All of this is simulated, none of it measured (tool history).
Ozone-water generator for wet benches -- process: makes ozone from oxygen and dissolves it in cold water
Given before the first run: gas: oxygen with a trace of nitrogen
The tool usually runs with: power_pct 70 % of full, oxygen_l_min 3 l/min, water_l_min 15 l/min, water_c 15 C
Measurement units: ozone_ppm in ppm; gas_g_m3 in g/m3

{"run": 1, "hour": 0.0, "power_pct": 70, "oxygen_l_min": 3, "water_l_min": 15, "water_c": 15, "ozone_ppm": 21.4, "gas_g_m3": 210.1}
{"run": 2, "hour": 32.9, "power_pct": 70, "oxygen_l_min": 3, "water_l_min": 15, "water_c": 15, "ozone_ppm": 21.6, "gas_g_m3": 209.5}
{"run": 3, "hour": 65.2, "power_pct": 70, "oxygen_l_min": 3, "water_l_min": 15, "water_c": 15, "ozone_ppm": 21.9, "gas_g_m3": 211.4}
{"run": 4, "hour": 83.9, "power_pct": 70, "oxygen_l_min": 3, "water_l_min": 15, "water_c": 15, "ozone_ppm": 21.6, "gas_g_m3": 208.6}
{"run": 5, "hour": 114.1, "power_pct": 70, "oxygen_l_min": 3, "water_l_min": 15, "water_c": 15, "ozone_ppm": 21.6, "gas_g_m3": 207.8}
{"run": 6, "hour": 151.6, "power_pct": 94, "oxygen_l_min": 3, "water_l_min": 15, "water_c": 15, "ozone_ppm": 26.9, "gas_g_m3": 260.1}
{"run": 7, "hour": 168.5, "power_pct": 94, "oxygen_l_min": 3, "water_l_min": 15, "water_c": 15, "ozone_ppm": 27.1, "gas_g_m3": 261.1}
{"run": 8, "hour": 199.8, "power_pct": 70, "oxygen_l_min": 3, "water_l_min": 15, "water_c": 15, "ozone_ppm": 21.7, "gas_g_m3": 209.4}
{"run": 9, "hour": 218.2, "power_pct": 70, "oxygen_l_min": 3, "water_l_min": 15, "water_c": 15, "ozone_ppm": 21.4, "gas_g_m3": 210.7}
{"run": 10, "hour": 242.9, "power_pct": 70, "oxygen_l_min": 3, "water_l_min": 15, "water_c": 15, "ozone_ppm": 21.5, "gas_g_m3": 208.9}
{"run": 11, "hour": 268.7, "power_pct": 70, "oxygen_l_min": 3, "water_l_min": 15, "water_c": 15, "ozone_ppm": 21.6, "gas_g_m3": 212.4}
{"run": 12, "hour": 298.5, "power_pct": 70, "oxygen_l_min": 3, "water_l_min": 15, "water_c": 15, "ozone_ppm": 21.4, "gas_g_m3": 209.4}
{"run": 13, "hour": 334.2, "power_pct": 70, "oxygen_l_min": 3, "water_l_min": 15, "water_c": 15, "ozone_ppm": 21.5, "gas_g_m3": 208.6}
{"run": 14, "hour": 358.9, "power_pct": 70, "oxygen_l_min": 3, "water_l_min": 15, "water_c": 8, "ozone_ppm": 23.3, "gas_g_m3": 209.2}
{"run": 15, "hour": 380.4, "power_pct": 70, "oxygen_l_min": 3, "water_l_min": 15, "water_c": 8, "ozone_ppm": 23, "gas_g_m3": 210.4}
{"run": 16, "hour": 404.2, "power_pct": 70, "oxygen_l_min": 3, "water_l_min": 15, "water_c": 8, "ozone_ppm": 23.5, "gas_g_m3": 210.8}
{"run": 17, "hour": 435.5, "power_pct": 70, "oxygen_l_min": 3, "water_l_min": 15, "water_c": 8, "ozone_ppm": 23.1, "gas_g_m3": 207.7}
{"run": 18, "hour": 463.6, "power_pct": 70, "oxygen_l_min": 3, "water_l_min": 11, "water_c": 15, "ozone_ppm": 27.3, "gas_g_m3": 209}
{"run": 19, "hour": 496.2, "power_pct": 70, "oxygen_l_min": 3, "water_l_min": 11, "water_c": 15, "ozone_ppm": 27.3, "gas_g_m3": 207.5}
{"run": 20, "hour": 527.5, "power_pct": 70, "oxygen_l_min": 3, "water_l_min": 11, "water_c": 15, "ozone_ppm": 27.1, "gas_g_m3": 209.3}
{"run": 21, "hour": 560.1, "power_pct": 70, "oxygen_l_min": 3, "water_l_min": 10, "water_c": 15, "ozone_ppm": 29, "gas_g_m3": 207.5}
{"run": 22, "hour": 592.9, "power_pct": 87, "oxygen_l_min": 3, "water_l_min": 11, "water_c": 15, "ozone_ppm": 31.6, "gas_g_m3": 244.6}
{"run": 23, "hour": 613.2, "power_pct": 88, "oxygen_l_min": 2.92, "water_l_min": 15, "water_c": 13, "ozone_ppm": 25.9, "gas_g_m3": 250.5}
{"run": 24, "hour": 636.9, "power_pct": 43, "oxygen_l_min": 2.92, "water_l_min": 15, "water_c": 10, "ozone_ppm": 16, "gas_g_m3": 150.6}
{"run": 25, "hour": 672.6, "power_pct": 43, "oxygen_l_min": 4.46, "water_l_min": 14, "water_c": 10, "ozone_ppm": 16.3, "gas_g_m3": 112}
{"run": 26, "hour": 706.9, "power_pct": 43, "oxygen_l_min": 4.46, "water_l_min": 14, "water_c": 10, "ozone_ppm": 16.4, "gas_g_m3": 111.9}
{"run": 27, "hour": 743.1, "power_pct": 43, "oxygen_l_min": 4.46, "water_l_min": 14, "water_c": 10, "ozone_ppm": 16.3, "gas_g_m3": 111.4}
{"run": 28, "hour": 780.1, "power_pct": 62, "oxygen_l_min": 3, "water_l_min": 18, "water_c": 14, "ozone_ppm": 16.9, "gas_g_m3": 190}
{"run": 29, "hour": 812.4, "power_pct": 62, "oxygen_l_min": 4.34, "water_l_min": 23, "water_c": 14, "ozone_ppm": 13.6, "gas_g_m3": 149.4}
{"run": 30, "hour": 848.2, "power_pct": 70, "oxygen_l_min": 3, "water_l_min": 14, "water_c": 15, "ozone_ppm": 22.3, "gas_g_m3": 206.8}
{"run": 31, "hour": 864.2, "power_pct": 70, "oxygen_l_min": 3, "water_l_min": 14, "water_c": 15, "ozone_ppm": 22.5, "gas_g_m3": 209.3}
{"run": 32, "hour": 900.1, "power_pct": 51, "oxygen_l_min": 4.2, "water_l_min": 15, "water_c": 19, "ozone_ppm": 15.5, "gas_g_m3": 131.4}

Had the tool no unlogged condition, and each run kept its random variation, what would the results have been?
What the log doesn't record here: yield of the discharge, % of new electrodes'; contactor's efficiency, % of a clean one's; true water temperature over the reading, C; drift of the gauge itself on ozone_ppm, %; drift of the gauge itself on gas_g_m3, %.
run=1 ozone_ppm=22.6 gas_g_m3=214.5
run=2 ozone_ppm=22.8 gas_g_m3=214
run=3 ozone_ppm=23.1 gas_g_m3=216
run=4 ozone_ppm=22.8 gas_g_m3=213.2
run=5 ozone_ppm=22.8 gas_g_m3=212.5
run=6 ozone_ppm=28.6 gas_g_m3=267.5
run=7 ozone_ppm=28.8 gas_g_m3=268.6
run=8 ozone_ppm=23 gas_g_m3=214.4
run=9 ozone_ppm=22.7 gas_g_m3=215.8
run=10 ozone_ppm=22.8 gas_g_m3=214.1
run=11 ozone_ppm=22.9 gas_g_m3=217.7
run=12 ozone_ppm=22.7 gas_g_m3=214.7
run=13 ozone_ppm=22.9 gas_g_m3=214
run=14 ozone_ppm=24.7 gas_g_m3=214.7
run=15 ozone_ppm=24.5 gas_g_m3=216
run=16 ozone_ppm=25 gas_g_m3=216.5
run=17 ozone_ppm=24.6 gas_g_m3=213.4
run=18 ozone_ppm=28.9 gas_g_m3=214.8
run=19 ozone_ppm=28.9 gas_g_m3=213.4
run=20 ozone_ppm=28.7 gas_g_m3=215.3
run=21 ozone_ppm=30.8 gas_g_m3=213.5
run=22 ozone_ppm=33.8 gas_g_m3=253.1
run=23 ozone_ppm=27.8 gas_g_m3=259.3
run=24 ozone_ppm=16.9 gas_g_m3=153.5
run=25 ozone_ppm=17.3 gas_g_m3=114.2
run=26 ozone_ppm=17.4 gas_g_m3=114.1
run=27 ozone_ppm=17.3 gas_g_m3=113.7
run=28 ozone_ppm=18.1 gas_g_m3=195.7
run=29 ozone_ppm=14.7 gas_g_m3=153.9
run=30 ozone_ppm=23.9 gas_g_m3=213.8
run=31 ozone_ppm=24.1 gas_g_m3=216.4
run=32 ozone_ppm=16.6 gas_g_m3=134.9
